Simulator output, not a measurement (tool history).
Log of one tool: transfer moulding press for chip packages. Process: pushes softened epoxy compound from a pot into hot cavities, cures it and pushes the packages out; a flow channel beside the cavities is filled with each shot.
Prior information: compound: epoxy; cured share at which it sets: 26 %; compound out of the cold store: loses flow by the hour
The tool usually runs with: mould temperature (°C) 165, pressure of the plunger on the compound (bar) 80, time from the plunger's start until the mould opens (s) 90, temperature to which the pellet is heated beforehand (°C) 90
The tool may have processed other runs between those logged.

run    day  mould temperature (°C)  pressure of the plunger on the compound (bar)  time from the plunger's start until the mould opens (s)  temperature to which the pellet is heated beforehand (°C)  incoming compound's hours out of the cold store  length that the compound runs in the flow channel (mm)  greatest force on the pins that push the packages out (N)
  1      0                     165                                             80                                                       90                                                         90                                             46.8                                                     706                                                        606
  2  0.288                     165                                             80                                                       90                                                         90                                             25.4                                                     799                                                        692
  3  0.512                     165                                             80                                                       90                                                         90                                             16.6                                                     841                                                        747
  4  0.775                     165                                           96.6                                                       90                                                         90                                             33.2                                                     840                                                        748
     1.029  -- cavities cleaned with cleaning compound and waxed
  5  1.225                     165                                           96.6                                                       90                                                         90                                             14.1                                                     940                                                        586
  6  1.492                     165                                             80                                                       90                                                         90                                             16.4                                                     836                                                        649
  7  1.821                     165                                             80                                                       90                                                         90                                               26                                                     794                                                        688
  8  2.033                     165                                             80                                                       90                                                         90                                               20                                                     823                                                        739
  9  2.404                     165                                             80                                                       90                                                         90                                             36.4                                                     748                                                        764
     2.583  -- cavities cleaned with cleaning compound and waxed
 10  2.842                     165                                             80                                                      115                                                         90                                               38                                                     739                                                        417
 11  3.033                     165                                             80                                                      115                                                         90                                             17.9                                                     832                                                        438
 12  3.371                     165                                             80                                                      115                                                         90                                             14.4                                                     848                                                        486
 13  3.571                     173                                             80                                                      115                                                         90                                             31.6                                                     744                                                        476
 14  3.921                     173                                             80                                                      115                                                         90                                             43.7                                                     684                                                        509
     4.154  -- cavities cleaned with cleaning compound and waxed
 15  4.208                     165                                             80                                                       82                                                         90                                             14.3                                                     849                                                        690
 16  4.429                     157                                             81                                                      122                                                         93                                             36.7                                                     768                                                        568
     4.629  -- plunger's sealing rings changed
 17  4.821                     158                                           74.1                                                       77                                                         90                                             18.3                                                     887                                                       1619
 18  5.067                     165                                             74                                                      103                                                         90                                             41.3                                                     757                                                        543
 19  5.446                     165                                           63.2                                                      103                                                         90                                             39.9                                                     693                                                        580
 20  5.733                     165                                           63.2                                                      103                                                         90                                             16.6                                                     800                                                        630
     5.829  -- cavities cleaned with cleaning compound and waxed
 21  6.188                     165                                           90.3                                                       90                                                         82                                             19.3                                                     945                                                        641
 22  6.496                     161                                           95.2                                                       90                                                         90                                             27.5                                                     947                                                        896
 23  6.846                     161                                           95.2                                                       90                                                         90                                             14.8                                                    1008                                                       1033
 24  7.054                     165                                             80                                                      109                                                         90                                             12.3                                                     930                                                        560
     7.388  -- cavities cleaned with cleaning compound and waxed
 25  7.388                     165                                             80                                                      109                                                         90                                             30.9                                                     821                                                        409
 26  7.588                     160                                           91.8                                                      109                                                         90                                             25.7                                                     940                                                        557
 27  7.962                     165                                           88.6                                                       90                                                         96                                             36.3                                                     828                                                        603
 28  8.208                     165                                           62.9                                                       82                                                         82                                             13.4                                                     807                                                        944

Hidden state or all else? Some run-to-run changes of length that the compound runs in the flow channel (mm), split into what the settings, what came in and random variation would give without the hidden state, and what is left for the hidden state (with any gauge scatter that isn't in both results):
Hidden state present: true mould temperature over the reading, C; pressure that reaches the compound, % of what is set; grip of the stained cavities, % over clean ones'; drift of the gauge itself on flow_mm, %; drift of the gauge itself on push_out_n, %.
Run 14 -> 15: mould temperature (°C) 173 -> 165, time from the plunger's start until the mould opens (s) 115 -> 82, cavities cleaned with cleaning compound and waxed. length that the compound runs in the flow channel (mm) +165: hidden state -16, all else +181.
Run 16 -> 17: mould temperature (°C) 157 -> 158, pressure of the plunger on the compound (bar) 81 -> 74.1, time from the plunger's start until the mould opens (s) 122 -> 77, temperature to which the pellet is heated beforehand (°C) 93 -> 90, plunger's sealing rings changed. length that the compound runs in the flow channel (mm) +119: hidden state +70, all else +49.
Run 20 -> 21: pressure of the plunger on the compound (bar) 63.2 -> 90.3, time from the plunger's start until the mould opens (s) 103 -> 90, temperature to which the pellet is heated beforehand (°C) 90 -> 82, cavities cleaned with cleaning compound and waxed. length that the compound runs in the flow channel (mm) +145: hidden state -3, all else +148.
